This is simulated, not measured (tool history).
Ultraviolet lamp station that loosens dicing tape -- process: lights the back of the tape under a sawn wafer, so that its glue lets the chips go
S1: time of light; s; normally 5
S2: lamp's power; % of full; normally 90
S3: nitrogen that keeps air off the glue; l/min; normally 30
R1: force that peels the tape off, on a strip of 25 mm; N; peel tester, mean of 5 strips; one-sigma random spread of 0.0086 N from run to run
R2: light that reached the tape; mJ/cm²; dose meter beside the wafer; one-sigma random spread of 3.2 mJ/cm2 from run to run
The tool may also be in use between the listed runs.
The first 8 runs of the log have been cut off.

run    hour  S1  S2  S3     R1   R2
  9   357.8   2  90  38  2.156  180
 10   416.1   5  90  30  0.450  447
      440.0  -- window cleaned of glue's vapour, once more
 11   444.3   5  90  30  0.383  492
 12   501.7   5  83  30  0.445  437
 13   549.5   5  83  30  0.446  435
 14   585.8   5  90  30  0.405  473
 15   640.6   5  90  30  0.411  471
 16   672.4   5  90  30  0.422  465
 17   703.0   4  90  21  0.850  368
 18   757.6   4  90  21  0.898  368
 19   790.9   4  90  21  0.890  364
 20   823.6   4  90  21  0.879  365
 21   871.7   5  65  30  0.829  324
 22   918.7   5  88  26  0.532  439
 23   968.1   8  90  21  0.267  709
 24  1024.2   6  87  25  0.395  508
 25  1057.8   6  87  25  0.408  506
 26  1110.4   6  87  25  0.409  503
 27  1138.4   6  87  25  0.410  499
 28  1177.7   6  74  25  0.578  425
 29  1227.2   6  81  25  0.487  460
 30  1261.2   8  61  19  0.621  457
 31  1304.8   7  82  27  0.334  539

Branching from run 31: 5 alternative next runs. What would each branch give?
  A  1331.3   5  90  30   ?   ?
  B  1331.3   5  99  44   ?   ?
  C  1331.3   2  73  27   ?   ?
  D  1331.3   8  90  30   ?   ?
  E  1331.3   7  84  27   ?   ?

run     R1   R2
  A  0.490  422
  B  0.327  459
  C  3.554  136
  D  0.252  670
  E  0.335  545
What these runs would have given with no unlogged condition in the tool:
run     R1   R2
  A  0.335  515
  B  0.257  561
  C  2.829  166
  D  0.227  817
  E  0.262  666
